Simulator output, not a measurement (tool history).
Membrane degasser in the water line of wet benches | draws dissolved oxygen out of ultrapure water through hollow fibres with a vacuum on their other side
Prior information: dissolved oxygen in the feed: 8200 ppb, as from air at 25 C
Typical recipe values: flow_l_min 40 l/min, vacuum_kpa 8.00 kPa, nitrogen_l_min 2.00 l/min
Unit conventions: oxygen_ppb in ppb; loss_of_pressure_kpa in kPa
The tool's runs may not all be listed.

{"run": 1, "hour": 0.0, "flow_l_min": 40, "vacuum_kpa": 8.0, "nitrogen_l_min": 2.0, "oxygen_ppb": 229.9, "loss_of_pressure_kpa": 36.0}
{"run": 2, "hour": 45.6, "flow_l_min": 40, "vacuum_kpa": 8.0, "nitrogen_l_min": 2.0, "oxygen_ppb": 229.9, "loss_of_pressure_kpa": 36.17}
{"run": 3, "hour": 96.6, "flow_l_min": 40, "vacuum_kpa": 8.0, "nitrogen_l_min": 2.0, "oxygen_ppb": 229.1, "loss_of_pressure_kpa": 36.08}
{"run": 4, "hour": 131.7, "flow_l_min": 40, "vacuum_kpa": 8.0, "nitrogen_l_min": 2.0, "oxygen_ppb": 229.6, "loss_of_pressure_kpa": 35.81}
{"run": 5, "hour": 193.2, "flow_l_min": 40, "vacuum_kpa": 8.0, "nitrogen_l_min": 2.0, "oxygen_ppb": 225.5, "loss_of_pressure_kpa": 35.73}
{"run": 6, "hour": 241.1, "flow_l_min": 40, "vacuum_kpa": 8.0, "nitrogen_l_min": 2.0, "oxygen_ppb": 226.7, "loss_of_pressure_kpa": 35.63}
{"run": 7, "hour": 311.9, "flow_l_min": 40, "vacuum_kpa": 8.0, "nitrogen_l_min": 2.0, "oxygen_ppb": 233.2, "loss_of_pressure_kpa": 36.06}
{"run": 8, "hour": 348.1, "flow_l_min": 40, "vacuum_kpa": 8.0, "nitrogen_l_min": 2.0, "oxygen_ppb": 229.1, "loss_of_pressure_kpa": 36.16}
{"run": 9, "hour": 402.7, "flow_l_min": 40, "vacuum_kpa": 8.0, "nitrogen_l_min": 2.08, "oxygen_ppb": 224.2, "loss_of_pressure_kpa": 36.05}
{"run": 10, "hour": 453.2, "flow_l_min": 40, "vacuum_kpa": 8.0, "nitrogen_l_min": 2.08, "oxygen_ppb": 225.4, "loss_of_pressure_kpa": 36.13}
{"run": 11, "hour": 487.6, "flow_l_min": 40, "vacuum_kpa": 12.2, "nitrogen_l_min": 2.0, "oxygen_ppb": 401.2, "loss_of_pressure_kpa": 36.2}
{"run": 12, "hour": 536.0, "flow_l_min": 40, "vacuum_kpa": 8.0, "nitrogen_l_min": 1.43, "oxygen_ppb": 302.9, "loss_of_pressure_kpa": 36.19}
{"run": 13, "hour": 593.3, "flow_l_min": 40, "vacuum_kpa": 8.0, "nitrogen_l_min": 1.43, "oxygen_ppb": 295.3, "loss_of_pressure_kpa": 35.95}
{"run": 14, "hour": 629.8, "flow_l_min": 40, "vacuum_kpa": 8.0, "nitrogen_l_min": 2.0, "oxygen_ppb": 229.9, "loss_of_pressure_kpa": 36.19}
{"run": 15, "hour": 687.0, "flow_l_min": 40, "vacuum_kpa": 8.0, "nitrogen_l_min": 2.0, "oxygen_ppb": 227.5, "loss_of_pressure_kpa": 36.14}
{"run": 16, "hour": 742.0, "flow_l_min": 40, "vacuum_kpa": 8.0, "nitrogen_l_min": 2.0, "oxygen_ppb": 229.4, "loss_of_pressure_kpa": 36.17}
{"run": 17, "hour": 813.1, "flow_l_min": 40, "vacuum_kpa": 8.0, "nitrogen_l_min": 2.0, "oxygen_ppb": 229.2, "loss_of_pressure_kpa": 36.26}
{"run": 18, "hour": 863.6, "flow_l_min": 44, "vacuum_kpa": 7.26, "nitrogen_l_min": 5.04, "oxygen_ppb": 108.7, "loss_of_pressure_kpa": 39.86}
{"run": 19, "hour": 931.0, "flow_l_min": 44, "vacuum_kpa": 7.26, "nitrogen_l_min": 5.04, "oxygen_ppb": 110.3, "loss_of_pressure_kpa": 39.96}
{"run": 20, "hour": 1001.8, "flow_l_min": 45, "vacuum_kpa": 8.17, "nitrogen_l_min": 1.02, "oxygen_ppb": 443.4, "loss_of_pressure_kpa": 40.8}
{"run": 21, "hour": 1057.9, "flow_l_min": 34, "vacuum_kpa": 5.12, "nitrogen_l_min": 1.02, "oxygen_ppb": 146.7, "loss_of_pressure_kpa": 30.84}
{"run": 22, "hour": 1117.1, "flow_l_min": 34, "vacuum_kpa": 5.12, "nitrogen_l_min": 1.02, "oxygen_ppb": 149.8, "loss_of_pressure_kpa": 31.03}
{"run": 23, "hour": 1151.9, "flow_l_min": 43, "vacuum_kpa": 11.58, "nitrogen_l_min": 1.02, "oxygen_ppb": 685.8, "loss_of_pressure_kpa": 38.78}
{"run": 24, "hour": 1199.6, "flow_l_min": 25, "vacuum_kpa": 7.4, "nitrogen_l_min": 2.72, "oxygen_ppb": 98.8, "loss_of_pressure_kpa": 22.82}
{"run": 25, "hour": 1255.3, "flow_l_min": 25, "vacuum_kpa": 7.4, "nitrogen_l_min": 2.72, "oxygen_ppb": 99.4, "loss_of_pressure_kpa": 22.55}
{"run": 26, "hour": 1285.3, "flow_l_min": 25, "vacuum_kpa": 7.4, "nitrogen_l_min": 2.72, "oxygen_ppb": 98.6, "loss_of_pressure_kpa": 22.7}
{"run": 27, "hour": 1321.3, "flow_l_min": 24, "vacuum_kpa": 4.96, "nitrogen_l_min": 2.33, "oxygen_ppb": 49.6, "loss_of_pressure_kpa": 22.06}
{"run": 28, "hour": 1367.4, "flow_l_min": 25, "vacuum_kpa": 7.5, "nitrogen_l_min": 3.12, "oxygen_ppb": 90.0, "loss_of_pressure_kpa": 22.62}
{"run": 29, "hour": 1407.6, "flow_l_min": 40, "vacuum_kpa": 19.81, "nitrogen_l_min": 1.23, "oxygen_ppb": 1021.3, "loss_of_pressure_kpa": 36.21}
{"run": 30, "hour": 1476.2, "flow_l_min": 40, "vacuum_kpa": 19.81, "nitrogen_l_min": 1.23, "oxygen_ppb": 1022.4, "loss_of_pressure_kpa": 36.47}
{"run": 31, "hour": 1537.2, "flow_l_min": 40, "vacuum_kpa": 19.81, "nitrogen_l_min": 1.23, "oxygen_ppb": 1039.8, "loss_of_pressure_kpa": 36.41}

Measured less the same run without the tool's hidden state. The same run-to-run variation is in both; the gauge's scatter may not be:
The tool's hidden condition here consists of: membrane still open, %; true pressure behind the membrane over the reading, kPa; air that leaks in behind the membrane, l/min; drift of the gauge itself on oxygen_ppb, %; drift of the gauge itself on loss_of_pressure_kpa, %.
run=1 oxygen_ppb=+1.7 loss_of_pressure_kpa=+0.45
run=2 oxygen_ppb=+1.7 loss_of_pressure_kpa=+0.46
run=3 oxygen_ppb=+1.9 loss_of_pressure_kpa=+0.47
run=4 oxygen_ppb=+2.0 loss_of_pressure_kpa=+0.48
run=5 oxygen_ppb=+2.2 loss_of_pressure_kpa=+0.51
run=6 oxygen_ppb=+2.2 loss_of_pressure_kpa=+0.52
run=7 oxygen_ppb=+2.6 loss_of_pressure_kpa=+0.55
run=8 oxygen_ppb=+2.6 loss_of_pressure_kpa=+0.56
run=9 oxygen_ppb=+2.8 loss_of_pressure_kpa=+0.58
run=10 oxygen_ppb=+2.9 loss_of_pressure_kpa=+0.59
run=11 oxygen_ppb=+3.3 loss_of_pressure_kpa=+0.60
run=12 oxygen_ppb=+3.3 loss_of_pressure_kpa=+0.61
run=13 oxygen_ppb=+3.5 loss_of_pressure_kpa=+0.63
run=14 oxygen_ppb=+3.4 loss_of_pressure_kpa=+0.64
run=15 oxygen_ppb=+3.5 loss_of_pressure_kpa=+0.66
run=16 oxygen_ppb=+3.7 loss_of_pressure_kpa=+0.69
run=17 oxygen_ppb=+4.0 loss_of_pressure_kpa=+0.70
run=18 oxygen_ppb=+3.7 loss_of_pressure_kpa=+0.79
run=19 oxygen_ppb=+3.9 loss_of_pressure_kpa=+0.82
run=20 oxygen_ppb=+5.7 loss_of_pressure_kpa=+0.86
run=21 oxygen_ppb=+4.5 loss_of_pressure_kpa=+0.67
run=22 oxygen_ppb=+4.9 loss_of_pressure_kpa=+0.69
run=23 oxygen_ppb=+6.0 loss_of_pressure_kpa=+0.88
run=24 oxygen_ppb=+2.6 loss_of_pressure_kpa=+0.52
run=25 oxygen_ppb=+2.7 loss_of_pressure_kpa=+0.53
run=26 oxygen_ppb=+2.7 loss_of_pressure_kpa=+0.53
run=27 oxygen_ppb=+2.5 loss_of_pressure_kpa=+0.52
run=28 oxygen_ppb=+2.7 loss_of_pressure_kpa=+0.55
run=29 oxygen_ppb=+6.9 loss_of_pressure_kpa=+0.90
run=30 oxygen_ppb=+7.3 loss_of_pressure_kpa=+0.93
run=31 oxygen_ppb=+7.6 loss_of_pressure_kpa=+0.94

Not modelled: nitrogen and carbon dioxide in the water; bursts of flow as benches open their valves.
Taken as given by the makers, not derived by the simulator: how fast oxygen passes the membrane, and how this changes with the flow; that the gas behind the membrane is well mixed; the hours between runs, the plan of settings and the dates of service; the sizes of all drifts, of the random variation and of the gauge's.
